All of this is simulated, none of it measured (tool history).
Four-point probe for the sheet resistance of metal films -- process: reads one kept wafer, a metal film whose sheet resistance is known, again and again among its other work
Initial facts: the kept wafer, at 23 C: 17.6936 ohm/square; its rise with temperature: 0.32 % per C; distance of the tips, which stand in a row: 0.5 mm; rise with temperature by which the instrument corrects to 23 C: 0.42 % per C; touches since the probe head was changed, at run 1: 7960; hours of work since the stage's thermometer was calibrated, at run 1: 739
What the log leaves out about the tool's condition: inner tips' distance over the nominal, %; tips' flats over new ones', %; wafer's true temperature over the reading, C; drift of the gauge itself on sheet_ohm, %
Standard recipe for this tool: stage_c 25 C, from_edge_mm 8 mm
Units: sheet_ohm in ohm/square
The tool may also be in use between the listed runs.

run,hour,stage_c,from_edge_mm,touches since the probe head was changed,hours of work since the stage's thermometer was calibrated,sheet_ohm
1,0,25,8,7960,739,17.642756
2,8.5,25,4,8226,744,17.740784
3,25,25,4,8740,752,17.747315
4,34.1,25,4,9025,756,17.755552
5,47,21,4,9427,763,17.823492
6,59.6,25,8,9820,769,17.641653
7,69.3,24,8,10125,774,17.655571
8,79.2,25,8,10432,779,17.641229
9,93.6,25,8,10880,786,17.638636
# hour 95.5: stage's thermometer calibrated
10,108.4,18,8,11328,7,17.76087
11,117.3,18,8,11607,11,17.764304
# hour 124.4: stage's thermometer calibrated, once more
12,126.4,25,8,11875,1,17.658009
13,141.1,25,8,12331,8,17.648795
14,155.4,25,8,12781,16,17.651024
15,164.7,31,23,13070,20,17.52514
16,180.7,34,5,13568,28,17.554833
17,188.5,24,60,13811,32,17.628667
18,201.2,24,60,14210,39,17.635592
19,219,18,6,14764,48,17.795856
20,235.2,22,11,15269,56,17.68485
21,243,19,40,15514,60,17.720329
22,251.3,19,40,15772,64,17.714578
23,264.8,35,6,16195,71,17.504352
24,278.2,35,6,16612,77,17.511237
25,295,21,15,17137,86,17.688369
26,306.9,21,15,17509,92,17.686591
27,317.4,33,10,17835,97,17.497924
28,325.5,33,10,18088,101,17.501621

Alternative continuations, all from the tool just after run 28; predict every row:
A,335.8,20,8,18409,106,?
B,335.8,20,51,18409,106,?
C,335.8,18,32,18409,106,?
D,335.8,34,10,18409,106,?
E,335.8,22,26,18409,106,?

run,sheet_ohm
A,17.733596
B,17.693968
C,17.730572
D,17.484753
E,17.660932
What these runs would have given with no unlogged condition in the tool:
run,sheet_ohm
A,17.78655
B,17.746813
C,17.783518
D,17.537017
E,17.713684

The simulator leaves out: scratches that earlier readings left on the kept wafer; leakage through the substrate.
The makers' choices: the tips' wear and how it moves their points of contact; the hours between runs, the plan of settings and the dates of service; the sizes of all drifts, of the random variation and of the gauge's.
